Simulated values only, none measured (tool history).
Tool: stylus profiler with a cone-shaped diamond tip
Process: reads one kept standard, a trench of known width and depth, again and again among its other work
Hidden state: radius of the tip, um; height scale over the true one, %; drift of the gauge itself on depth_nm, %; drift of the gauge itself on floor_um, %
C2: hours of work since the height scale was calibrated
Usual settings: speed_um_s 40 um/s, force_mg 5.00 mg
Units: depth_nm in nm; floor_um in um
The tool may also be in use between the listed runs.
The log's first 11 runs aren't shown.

{"run": 12, "hour": 657.5, "speed_um_s": 13, "force_mg": 5.0, "scans with this tip": 9839, "C2": 845, "depth_nm": 206.14, "floor_um": 16.47}
{"run": 13, "hour": 711.3, "speed_um_s": 40, "force_mg": 5.0, "scans with this tip": 10012, "C2": 879, "depth_nm": 206.25, "floor_um": 16.44}
{"run": 14, "hour": 756.6, "speed_um_s": 38, "force_mg": 5.0, "scans with this tip": 10157, "C2": 906, "depth_nm": 206.25, "floor_um": 16.43}
{"run": 15, "hour": 813.2, "speed_um_s": 38, "force_mg": 5.0, "scans with this tip": 10339, "C2": 941, "depth_nm": 206.25, "floor_um": 16.39}
{"hour": 851.3, "done": "height scale calibrated on a step standard"}
{"run": 16, "hour": 869.9, "speed_um_s": 38, "force_mg": 6.23, "scans with this tip": 10519, "C2": 11, "depth_nm": 206.21, "floor_um": 16.43}
{"run": 17, "hour": 910.2, "speed_um_s": 38, "force_mg": 6.23, "scans with this tip": 10649, "C2": 36, "depth_nm": 206.25, "floor_um": 16.36}
{"run": 18, "hour": 980.5, "speed_um_s": 38, "force_mg": 6.23, "scans with this tip": 10874, "C2": 79, "depth_nm": 206.26, "floor_um": 16.31}
{"hour": 1026.8, "done": "new tip fitted, height scale calibrated"}
{"run": 19, "hour": 1035.4, "speed_um_s": 40, "force_mg": 11.08, "scans with this tip": 27, "C2": 5, "depth_nm": 209.27, "floor_um": 17.94}
{"run": 20, "hour": 1098.7, "speed_um_s": 40, "force_mg": 11.08, "scans with this tip": 230, "C2": 44, "depth_nm": 209.29, "floor_um": 17.88}
{"run": 21, "hour": 1162.8, "speed_um_s": 56, "force_mg": 5.0, "scans with this tip": 436, "C2": 84, "depth_nm": 205.56, "floor_um": 17.76}
{"run": 22, "hour": 1210.5, "speed_um_s": 56, "force_mg": 5.0, "scans with this tip": 589, "C2": 113, "depth_nm": 205.55, "floor_um": 17.77}
{"run": 23, "hour": 1276.2, "speed_um_s": 13, "force_mg": 5.0, "scans with this tip": 800, "C2": 153, "depth_nm": 205.52, "floor_um": 17.79}
{"run": 24, "hour": 1320.4, "speed_um_s": 40, "force_mg": 5.0, "scans with this tip": 942, "C2": 181, "depth_nm": 205.56, "floor_um": 17.76}
{"run": 25, "hour": 1358.2, "speed_um_s": 122, "force_mg": 8.89, "scans with this tip": 1063, "C2": 204, "depth_nm": 208.13, "floor_um": 17.57}
{"run": 26, "hour": 1424.3, "speed_um_s": 16, "force_mg": 5.41, "scans with this tip": 1275, "C2": 244, "depth_nm": 205.89, "floor_um": 17.73}
{"run": 27, "hour": 1469.9, "speed_um_s": 18, "force_mg": 1.92, "scans with this tip": 1422, "C2": 272, "depth_nm": 203.08, "floor_um": 17.68}
{"run": 28, "hour": 1536.0, "speed_um_s": 13, "force_mg": 2.33, "scans with this tip": 1634, "C2": 313, "depth_nm": 203.49, "floor_um": 17.65}
{"run": 29, "hour": 1591.6, "speed_um_s": 12, "force_mg": 2.04, "scans with this tip": 1812, "C2": 347, "depth_nm": 203.29, "floor_um": 17.63}
{"run": 30, "hour": 1629.5, "speed_um_s": 12, "force_mg": 2.04, "scans with this tip": 1934, "C2": 371, "depth_nm": 203.31, "floor_um": 17.59}
{"run": 31, "hour": 1694.8, "speed_um_s": 12, "force_mg": 2.04, "scans with this tip": 2143, "C2": 411, "depth_nm": 203.26, "floor_um": 17.56}

Forecast run 32:
{"run": 32, "hour": 1728.0, "speed_um_s": 12, "force_mg": 6.1, "scans with this tip": 2250, "C2": 431, "depth_nm": "?", "floor_um": "?"}

Run 32 gave depth_nm 206.46 nm, floor_um 17.55 um.
Without the tool's hidden state the same run would have given depth_nm 206.14 nm, floor_um 17.99 um.
